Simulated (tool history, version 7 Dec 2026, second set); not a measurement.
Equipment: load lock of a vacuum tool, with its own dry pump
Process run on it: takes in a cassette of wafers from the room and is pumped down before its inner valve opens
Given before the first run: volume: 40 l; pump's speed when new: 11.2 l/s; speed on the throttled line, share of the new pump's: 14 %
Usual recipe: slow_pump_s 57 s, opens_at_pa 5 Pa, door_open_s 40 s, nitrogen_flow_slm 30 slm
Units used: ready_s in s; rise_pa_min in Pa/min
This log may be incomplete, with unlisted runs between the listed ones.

run	hour	slow_pump_s	opens_at_pa	door_open_s	nitrogen_flow_slm	incoming humidity of the room's air, %	ready_s	rise_pa_min
1	0.0	57	5	40	30	46.7	90.3	0.113
2	193.0	57	5	40	30	45.8	90.2	0.119
3	491.9	57	5	40	30	44.7	90.6	0.134
4	920.9	57	5	40	30	44.6	90.7	0.147
5	1221.5	57	5	40	30	43.8	90.4	0.155
6	1612.7	57	5	40	18	45.5	90.8	0.184
7	1927.7	57	5	40	30	47.3	91.8	0.185
8	2307.2	57	5	40	30	46.7	92.3	0.198
9	2641.1	86	5	40	30	46.8	115.9	0.210
10	2825.4	86	5	40	30	46.9	115.8	0.224
# hour 3159.3: dry pump taken out, an overhauled one fitted
11	3263.1	86	5	40	30	46.7	109.7	0.246
12	3640.9	86	5	40	30	42.7	108.7	0.263
13	3875.4	86	5	40	30	50.3	110.2	0.277
14	4192.4	57	8	40	7	42.4	83.5	0.302
15	4485.2	57	7	68	18	44.2	84.7	0.307
# hour 4557.4: door's seal changed, seat wiped
16	4672.8	57	5	68	18	42.1	85.7	0.018
17	5108.2	57	5	40	7	48.0	86.2	0.038
18	5353.9	91	5	56	8	42.6	114.1	0.036
19	5706.4	91	5	56	8	45.6	114.2	0.045
20	6019.1	28	6	25	7	43.8	61.4	0.041
21	6206.0	57	8	40	30	41.5	84.9	0.034
22	6485.9	57	5	141	5	46.2	86.4	0.086
23	6933.9	57	5	35	9	46.9	86.0	0.063

Each row is a separate what-if for the run after 23, all from the same tool condition, not one after another. Results?
A	7155.2	57	5	123	7	46.2	?	?
B	7155.2	57	5	35	5	44.9	?	?
C	7155.2	30	5	40	10	45.0	?	?

run	ready_s	rise_pa_min
A	87.8	0.090
B	86.1	0.073
C	65.1	0.066
Without the tool's hidden state the same runs would have given:
run	ready_s	rise_pa_min
A	85.5	0.051
B	83.8	0.034
C	62.5	0.027

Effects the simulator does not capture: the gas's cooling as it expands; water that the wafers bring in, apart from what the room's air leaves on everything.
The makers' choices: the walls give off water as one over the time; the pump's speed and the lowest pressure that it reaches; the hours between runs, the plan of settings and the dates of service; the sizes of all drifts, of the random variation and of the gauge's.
